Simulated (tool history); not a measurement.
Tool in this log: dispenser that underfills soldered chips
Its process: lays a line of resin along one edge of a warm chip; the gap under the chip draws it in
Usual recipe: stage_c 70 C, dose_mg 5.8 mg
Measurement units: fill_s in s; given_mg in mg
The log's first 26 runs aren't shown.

run   hour  stage_c  dose_mg  fill_s  given_mg
     176.3  -- new syringe of resin
 27  181.2       56     5.52    59.5      5.38
     184.8  -- new syringe of resin
 28  191.2       56     5.52    63.9      5.36
       193  -- new syringe of resin
 29  198.1       57     7.21    56.1         7
     200.7  -- new syringe of resin
     202.5  -- dispensing valve cleaned and set on the balance
 30  207.9       79     6.07    19.8      6.04
       210  -- new syringe of resin
 31    214       70     5.56    27.9      5.51
     218.1  -- new syringe of resin
 32  223.1       70        5    29.2      4.96
     225.9  -- new syringe of resin
 33  229.4       59     5.74    45.4       5.7
     234.1  -- new syringe of resin
 34  237.4       65     6.03    33.6      5.97

Here are 3 independent what-if runs from the current tool condition. What would each one return?
     241.9  -- new syringe of resin
  A   242       65     6.03       ?         ?
     241.9  -- new syringe of resin
  B   242       66     5.03       ?         ?
     241.9  -- new syringe of resin
  C   242       69     6.74       ?         ?

run  fill_s  given_mg
  A      29      5.95
  B    28.9      4.97
  C      23      6.66
Without the tool's hidden state the same runs would have given:
run  fill_s  given_mg
  A    32.6      6.03
  B    32.3      5.03
  C    25.8      6.74

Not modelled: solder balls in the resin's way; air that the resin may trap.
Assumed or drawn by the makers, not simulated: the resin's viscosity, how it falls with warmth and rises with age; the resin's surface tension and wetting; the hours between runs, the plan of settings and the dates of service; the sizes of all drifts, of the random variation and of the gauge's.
